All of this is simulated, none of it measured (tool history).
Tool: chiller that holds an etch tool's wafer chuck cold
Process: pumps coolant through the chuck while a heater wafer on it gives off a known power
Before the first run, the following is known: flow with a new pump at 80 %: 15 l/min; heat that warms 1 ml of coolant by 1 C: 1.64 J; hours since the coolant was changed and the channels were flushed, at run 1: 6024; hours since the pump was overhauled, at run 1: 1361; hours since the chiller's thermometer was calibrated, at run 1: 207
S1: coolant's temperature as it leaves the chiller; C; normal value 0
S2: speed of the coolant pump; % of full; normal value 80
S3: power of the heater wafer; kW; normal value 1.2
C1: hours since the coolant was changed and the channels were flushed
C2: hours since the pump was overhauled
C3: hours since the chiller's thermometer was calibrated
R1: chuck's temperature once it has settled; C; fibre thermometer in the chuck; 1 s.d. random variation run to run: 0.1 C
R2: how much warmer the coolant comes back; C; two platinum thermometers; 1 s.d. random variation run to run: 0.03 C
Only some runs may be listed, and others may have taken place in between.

{"run": 1, "hour": 0.0, "S1": 0, "S2": 80, "S3": 1.2, "C1": 6024, "C2": 1361, "C3": 207, "R1": 14.1, "R2": 3.03}
{"run": 2, "hour": 34.6, "S1": 0, "S2": 80, "S3": 1.2, "C1": 6058, "C2": 1395, "C3": 242, "R1": 14, "R2": 2.98}
{"run": 3, "hour": 62.0, "S1": 0, "S2": 80, "S3": 1.2, "C1": 6086, "C2": 1423, "C3": 269, "R1": 14, "R2": 3.06}
{"run": 4, "hour": 101.0, "S1": 0, "S2": 80, "S3": 1.2, "C1": 6125, "C2": 1462, "C3": 308, "R1": 14, "R2": 2.97}
{"run": 5, "hour": 140.9, "S1": 0, "S2": 80, "S3": 1.2, "C1": 6165, "C2": 1502, "C3": 348, "R1": 14, "R2": 2.99}
{"run": 6, "hour": 171.5, "S1": 0, "S2": 80, "S3": 1.2, "C1": 6195, "C2": 1532, "C3": 379, "R1": 14.2, "R2": 3.06}
{"run": 7, "hour": 203.8, "S1": 0, "S2": 80, "S3": 1.2, "C1": 6228, "C2": 1565, "C3": 411, "R1": 14.1, "R2": 3.03}
{"run": 8, "hour": 243.1, "S1": 0, "S2": 80, "S3": 1.2, "C1": 6267, "C2": 1604, "C3": 450, "R1": 14.2, "R2": 2.98}
{"run": 9, "hour": 284.4, "S1": 3, "S2": 85, "S3": 1.112, "C1": 6308, "C2": 1645, "C3": 492, "R1": 15.5, "R2": 2.65}
{"run": 10, "hour": 318.8, "S1": 3, "S2": 85, "S3": 1.112, "C1": 6343, "C2": 1680, "C3": 526, "R1": 15.4, "R2": 2.56}
{"hour": 322.5, "done": "chiller's thermometer calibrated"}
{"run": 11, "hour": 351.5, "S1": 3, "S2": 85, "S3": 1.306, "C1": 6374, "C2": 1711, "C3": 29, "R1": 17.9, "R2": 3.09}
{"run": 12, "hour": 372.7, "S1": 9, "S2": 80, "S3": 0.677, "C1": 6396, "C2": 1732, "C3": 50, "R1": 17, "R2": 1.7}
{"run": 13, "hour": 393.0, "S1": -10, "S2": 80, "S3": 1.515, "C1": 6416, "C2": 1753, "C3": 70, "R1": 7.9, "R2": 3.83}
{"run": 14, "hour": 416.1, "S1": 10, "S2": 65, "S3": 1.12, "C1": 6439, "C2": 1776, "C3": 94, "R1": 25.3, "R2": 3.54}

Predict each of these 4 candidate next runs independently; none follows another, all start after run 14:
{"run": "A", "hour": 450.6, "S1": -3, "S2": 65, "S3": 1.12, "C1": 6473, "C2": 1810, "C3": 128, "R1": "?", "R2": "?"}
{"run": "B", "hour": 450.6, "S1": 8, "S2": 65, "S3": 1.12, "C1": 6473, "C2": 1810, "C3": 128, "R1": "?", "R2": "?"}
{"run": "C", "hour": 450.6, "S1": 10, "S2": 65, "S3": 1.382, "C1": 6473, "C2": 1810, "C3": 128, "R1": "?", "R2": "?"}
{"run": "D", "hour": 450.6, "S1": -1, "S2": 80, "S3": 0.867, "C1": 6473, "C2": 1810, "C3": 128, "R1": "?", "R2": "?"}

run=A R1=12.3 R2=3.57
run=B R1=23.3 R2=3.58
run=C R1=28.8 R2=4.4
run=D R1=9.2 R2=2.16
Take away the tool's hidden state, keep each run's random variation, and the runs would have read:
run=A R1=10.9 R2=3.45
run=B R1=22 R2=3.46
run=C R1=27.2 R2=4.25
run=D R1=8.3 R2=2.09
